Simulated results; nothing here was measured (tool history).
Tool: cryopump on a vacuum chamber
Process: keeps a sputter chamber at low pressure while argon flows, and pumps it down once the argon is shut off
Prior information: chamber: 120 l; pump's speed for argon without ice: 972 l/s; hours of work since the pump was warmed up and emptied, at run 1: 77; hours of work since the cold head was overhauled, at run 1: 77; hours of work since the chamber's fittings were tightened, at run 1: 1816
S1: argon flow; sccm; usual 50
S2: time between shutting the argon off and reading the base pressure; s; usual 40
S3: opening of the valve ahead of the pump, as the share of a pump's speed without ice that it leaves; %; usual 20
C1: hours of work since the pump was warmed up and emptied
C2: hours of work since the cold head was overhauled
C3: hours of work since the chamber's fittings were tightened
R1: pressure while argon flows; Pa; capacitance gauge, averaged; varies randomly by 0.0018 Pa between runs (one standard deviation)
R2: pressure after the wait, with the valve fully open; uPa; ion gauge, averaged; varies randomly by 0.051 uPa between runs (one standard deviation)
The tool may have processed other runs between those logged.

Run 1, hour 0.0: usual settings; C1 77; C2 77; C3 1816. Result: R1 0.4360 Pa, R2 4.00 uPa.
Run 2, hour 9.4: usual settings; C1 81; C2 81; C3 1819. Result: R1 0.4363 Pa, R2 3.91 uPa.
Run 3, hour 23.0: usual settings; C1 87; C2 87; C3 1825. Result: R1 0.4374 Pa, R2 4.00 uPa.
Run 4, hour 33.4: usual settings; C1 91; C2 91; C3 1829. Result: R1 0.4374 Pa, R2 4.06 uPa.
Run 5, hour 48.5: usual settings but S2 115 s; C1 97; C2 97; C3 1835. Result: R1 0.4375 Pa, R2 2.34 uPa.
Run 6, hour 55.8: usual settings; C1 100; C2 100; C3 1838. Result: R1 0.4363 Pa, R2 4.12 uPa.
Run 7, hour 68.3: usual settings but S1 30 sccm; C1 105; C2 105; C3 1843. Result: R1 0.2621 Pa, R2 4.13 uPa.
Run 8, hour 85.0: usual settings but S1 30 sccm; C1 112; C2 112; C3 1850. Result: R1 0.2622 Pa, R2 4.19 uPa.
Run 9, hour 101.8: usual settings but S1 30 sccm; C1 119; C2 119; C3 1857. Result: R1 0.2651 Pa, R2 4.03 uPa.
Run 10, hour 118.8: usual settings but S1 30 sccm; C1 125; C2 125; C3 1864. Result: R1 0.2599 Pa, R2 4.14 uPa.
Run 11, hour 135.6: usual settings but S1 30 sccm; C1 132; C2 132; C3 1870. Result: R1 0.2612 Pa, R2 4.12 uPa.
Run 12, hour 142.9: usual settings but S1 30 sccm; C1 135; C2 135; C3 1873. Result: R1 0.2619 Pa, R2 4.22 uPa.
Run 13, hour 158.8: usual settings but S1 30 sccm; C1 142; C2 142; C3 1880. Result: R1 0.2629 Pa, R2 4.17 uPa.
Run 14, hour 175.7: usual settings; C1 148; C2 148; C3 1887. Result: R1 0.4398 Pa, R2 4.23 uPa.
Run 15, hour 188.7: usual settings; C1 154; C2 154; C3 1892. Result: R1 0.4384 Pa, R2 4.21 uPa.
Run 16, hour 202.0: usual settings; C1 159; C2 159; C3 1897. Result: R1 0.4371 Pa, R2 4.19 uPa.
Run 17, hour 209.2: usual settings; C1 162; C2 162; C3 1900. Result: R1 0.4394 Pa, R2 4.19 uPa.
Run 18, hour 217.9: usual settings; C1 165; C2 165; C3 1904. Result: R1 0.4364 Pa, R2 4.14 uPa.

What does the tool deliver on the next run?
Run 19, hour 233.5: usual settings but S1 52 sccm, S2 69 s; C1 172; C2 172; C3 1910. Result: R1 ?, R2 ?.

R1: 0.4565 Pa
R2: 3.10 uPa
Were there no unlogged condition in the tool, this run, its random variation unchanged, would have produced R1 0.4527 Pa, R2 1.99 uPa.

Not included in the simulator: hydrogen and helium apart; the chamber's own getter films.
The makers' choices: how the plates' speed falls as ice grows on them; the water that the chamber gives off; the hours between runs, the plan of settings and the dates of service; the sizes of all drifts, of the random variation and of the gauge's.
